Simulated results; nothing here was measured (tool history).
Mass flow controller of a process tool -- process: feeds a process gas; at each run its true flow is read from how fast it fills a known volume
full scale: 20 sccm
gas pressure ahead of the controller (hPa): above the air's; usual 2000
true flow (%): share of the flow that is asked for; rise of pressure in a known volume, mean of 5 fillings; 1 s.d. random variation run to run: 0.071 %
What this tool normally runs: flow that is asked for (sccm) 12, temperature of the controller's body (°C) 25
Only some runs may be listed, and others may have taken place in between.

run,hour,flow that is asked for (sccm),gas pressure ahead of the controller (hPa),temperature of the controller's body (°C),true flow (%)
1,0.0,12,2000,25,97.02
2,250.4,12,1930,25,96.85
3,589.7,12,1930,25,96.82
4,956.6,12,1930,25,96.75
5,1395.8,12,1930,25,96.76
6,1739.5,12,2000,25,96.71
7,2179.8,12,2000,25,96.63
8,2589.4,12,2000,25,96.59
9,2930.6,19,1460,36,97.29
10,3204.4,19,1460,36,97.15
11,3609.9,16,2310,36,96.75
12,3916.4,12,2000,30,96.27
13,4177.5,12,2000,30,96.22
14,4534.4,3,1480,25,90.28
15,4881.0,2,2000,24,86.16
16,5346.0,2,2000,24,85.95

Below are 4 alternative next runs, each starting from the tool's condition after run 16. Predict each:
A,5763.0,13,2140,25,?
B,5763.0,2,1760,24,?
C,5763.0,12,2000,24,?
D,5763.0,2,2270,24,?

run,true flow (%)
A,96.30
B,85.64
C,96.15
D,85.54
Had the tool no hidden state, the same runs would have come out as:
run,true flow (%)
A,99.68
B,99.38
C,99.69
D,99.28

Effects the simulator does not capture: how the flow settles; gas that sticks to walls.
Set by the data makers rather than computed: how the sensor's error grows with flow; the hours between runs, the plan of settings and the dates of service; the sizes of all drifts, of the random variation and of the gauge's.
